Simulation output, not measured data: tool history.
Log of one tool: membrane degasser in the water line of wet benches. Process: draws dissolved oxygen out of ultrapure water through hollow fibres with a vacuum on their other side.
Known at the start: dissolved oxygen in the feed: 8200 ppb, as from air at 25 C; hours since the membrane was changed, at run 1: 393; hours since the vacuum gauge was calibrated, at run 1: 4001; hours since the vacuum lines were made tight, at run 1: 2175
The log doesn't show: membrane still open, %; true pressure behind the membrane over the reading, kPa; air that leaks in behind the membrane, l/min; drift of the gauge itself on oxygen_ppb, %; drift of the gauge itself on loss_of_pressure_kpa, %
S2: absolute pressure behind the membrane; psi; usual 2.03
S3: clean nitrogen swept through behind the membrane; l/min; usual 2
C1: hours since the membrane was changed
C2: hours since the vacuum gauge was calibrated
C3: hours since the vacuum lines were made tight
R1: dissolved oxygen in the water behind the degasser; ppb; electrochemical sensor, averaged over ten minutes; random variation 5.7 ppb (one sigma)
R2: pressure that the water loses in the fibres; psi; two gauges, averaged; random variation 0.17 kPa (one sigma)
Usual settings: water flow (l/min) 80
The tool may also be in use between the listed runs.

Run 1, day 0: usual settings; C1 393; C2 4001; C3 2175. Result: R1 884.3 ppb, R2 3.761 psi.
At day 1.288: vacuum gauge calibrated.
Run 2, day 1.321: usual settings but S3 4.02 l/min; C1 424; C2 1; C3 2206. Result: R1 548.1 ppb, R2 3.77 psi.
Run 3, day 3.671: usual settings but S3 5.25 l/min; C1 481; C2 57; C3 2263. Result: R1 453.3 ppb, R2 3.845 psi.
Run 4, day 4.775: usual settings but S3 5.25 l/min; C1 507; C2 84; C3 2289. Result: R1 449.5 ppb, R2 3.852 psi.
Run 5, day 6.275: usual settings but S3 5.25 l/min; C1 543; C2 120; C3 2325. Result: R1 454.4 ppb, R2 3.874 psi.
Run 6, day 8.738: usual settings but S3 5.25 l/min; C1 602; C2 179; C3 2384. Result: R1 452.8 ppb, R2 3.787 psi.
Run 7, day 10.446: usual settings but S2 2.19 psi, S3 5.25 l/min; C1 643; C2 220; C3 2425. Result: R1 486.2 ppb, R2 3.774 psi.
Run 8, day 12.808: usual settings; C1 700; C2 277; C3 2482. Result: R1 901.9 ppb, R2 3.82 psi.
Run 9, day 15.196: usual settings; C1 757; C2 334; C3 2539. Result: R1 884.5 ppb, R2 3.836 psi.
At day 15.75: vacuum gauge calibrated, once more.
Run 10, day 17.038: usual settings; C1 801; C2 31; C3 2583. Result: R1 879.4 ppb, R2 3.794 psi.
Run 11, day 18.792: usual settings but water flow (l/min) 58, S2 1.23 psi, S3 3.35 l/min; C1 843; C2 73; C3 2625. Result: R1 232.6 ppb, R2 2.741 psi.
Run 12, day 20.942: usual settings but S3 2.36 l/min; C1 895; C2 125; C3 2677. Result: R1 774.4 ppb, R2 3.809 psi.
Run 13, day 23.1: usual settings but S3 2.36 l/min; C1 947; C2 176; C3 2729. Result: R1 779.7 ppb, R2 3.822 psi.
Run 14, day 24.129: usual settings but water flow (l/min) 59, S2 2.45 psi, S3 1.11 l/min; C1 971; C2 201; C3 2753. Result: R1 1234.8 ppb, R2 2.802 psi.
Run 15, day 25.267: usual settings but water flow (l/min) 59, S2 2.45 psi, S3 1.11 l/min; C1 999; C2 228; C3 2780. Result: R1 1237.5 ppb, R2 2.801 psi.
Run 16, day 26.471: usual settings but water flow (l/min) 52, S2 4.71 psi; C1 1028; C2 257; C3 2809. Result: R1 1418.9 ppb, R2 2.445 psi.
Run 17, day 28.767: usual settings but water flow (l/min) 52, S2 4.71 psi, S3 0.85 l/min; C1 1083; C2 312; C3 2864. Result: R1 2461.6 ppb, R2 2.458 psi.

How the hidden state differs across the entries between the runs, from the last listed run before each to the first after it:
Between runs 1 and 2: vacuum gauge calibrated (day 1.288)
  true pressure behind the membrane over the reading, kPa: 0.23 -> 0.3
  measured less the result without the state, R1: +16.5 -> +13.3 ppb
Between runs 9 and 10: vacuum gauge calibrated, once more (day 15.75)
  true pressure behind the membrane over the reading, kPa: 0.33 -> -0.05; air that leaks in behind the membrane, l/min: 0.0058 -> 0.0059
  measured less the result without the state, R1: +23.2 -> -1.5 ppb
